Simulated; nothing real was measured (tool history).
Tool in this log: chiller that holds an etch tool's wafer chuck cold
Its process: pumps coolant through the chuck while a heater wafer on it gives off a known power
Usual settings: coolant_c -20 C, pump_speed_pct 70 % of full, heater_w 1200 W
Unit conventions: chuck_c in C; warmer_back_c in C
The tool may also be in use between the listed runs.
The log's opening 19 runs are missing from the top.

Run 20, hour 1327.2: usual settings but coolant_c -30 C, pump_speed_pct 88 % of full. Result: chuck_c -18.3 C, warmer_back_c 3.91 C.
Run 21, hour 1417.3: usual settings but coolant_c -27 C, pump_speed_pct 76 % of full, heater_w 1230 W. Result: chuck_c -13.3 C, warmer_back_c 4.64 C.
Run 22, hour 1497.0: usual settings but coolant_c -13 C, pump_speed_pct 76 % of full, heater_w 1638 W. Result: chuck_c 5.0 C, warmer_back_c 6.07 C.
Run 23, hour 1598.4: usual settings but coolant_c -24 C, pump_speed_pct 99 % of full, heater_w 746 W. Result: chuck_c -17.4 C, warmer_back_c 2.27 C.
Run 24, hour 1659.9: usual settings but coolant_c -14 C. Result: chuck_c 0.4 C, warmer_back_c 4.94 C.
Run 25, hour 1719.4: usual settings but coolant_c -14 C. Result: chuck_c 0.1 C, warmer_back_c 4.94 C.
Run 26, hour 1786.5: usual settings but coolant_c -29 C, pump_speed_pct 91 % of full, heater_w 934 W. Result: chuck_c -20.2 C, warmer_back_c 3.01 C.
Run 27, hour 1856.8: usual settings but coolant_c -29 C, pump_speed_pct 91 % of full, heater_w 934 W. Result: chuck_c -20.2 C, warmer_back_c 3.01 C.
Run 28, hour 1927.5: usual settings but coolant_c -17 C, pump_speed_pct 75 % of full, heater_w 845 W. Result: chuck_c -7.5 C, warmer_back_c 3.33 C.
Run 29, hour 1970.3: usual settings but heater_w 623 W. Result: chuck_c -12.7 C, warmer_back_c 2.70 C.
Run 30, hour 2019.3: usual settings but coolant_c -25 C, pump_speed_pct 86 % of full, heater_w 1218 W. Result: chuck_c -13.1 C, warmer_back_c 4.17 C.
Run 31, hour 2095.7: usual settings but coolant_c -25 C, pump_speed_pct 86 % of full, heater_w 1218 W. Result: chuck_c -13.0 C, warmer_back_c 4.20 C.
Run 32, hour 2177.3: usual settings but coolant_c -25 C, pump_speed_pct 86 % of full, heater_w 1218 W. Result: chuck_c -12.9 C, warmer_back_c 4.12 C.
Run 33, hour 2218.9: usual settings but coolant_c -17 C, pump_speed_pct 85 % of full, heater_w 1218 W. Result: chuck_c -4.8 C, warmer_back_c 4.18 C.

Alternative continuations, all from the tool just after run 33; predict every row:
Run A, hour 2285.9: usual settings but coolant_c -19 C, pump_speed_pct 79 % of full, heater_w 956 W. Result: chuck_c ?, warmer_back_c ?.
Run B, hour 2285.9: usual settings but pump_speed_pct 64 % of full. Result: chuck_c ?, warmer_back_c ?.
Run C, hour 2285.9: usual settings but coolant_c -30 C, pump_speed_pct 80 % of full, heater_w 621 W. Result: chuck_c ?, warmer_back_c ?.

run  chuck_c  warmer_back_c
  A     -8.5           3.63
  B     -4.6           5.43
  C    -23.4           2.43
Had the tool no hidden state, the same runs would have come out as:
run  chuck_c  warmer_back_c
  A     -8.6           3.35
  B     -4.6           5.15
  C    -23.4           2.15

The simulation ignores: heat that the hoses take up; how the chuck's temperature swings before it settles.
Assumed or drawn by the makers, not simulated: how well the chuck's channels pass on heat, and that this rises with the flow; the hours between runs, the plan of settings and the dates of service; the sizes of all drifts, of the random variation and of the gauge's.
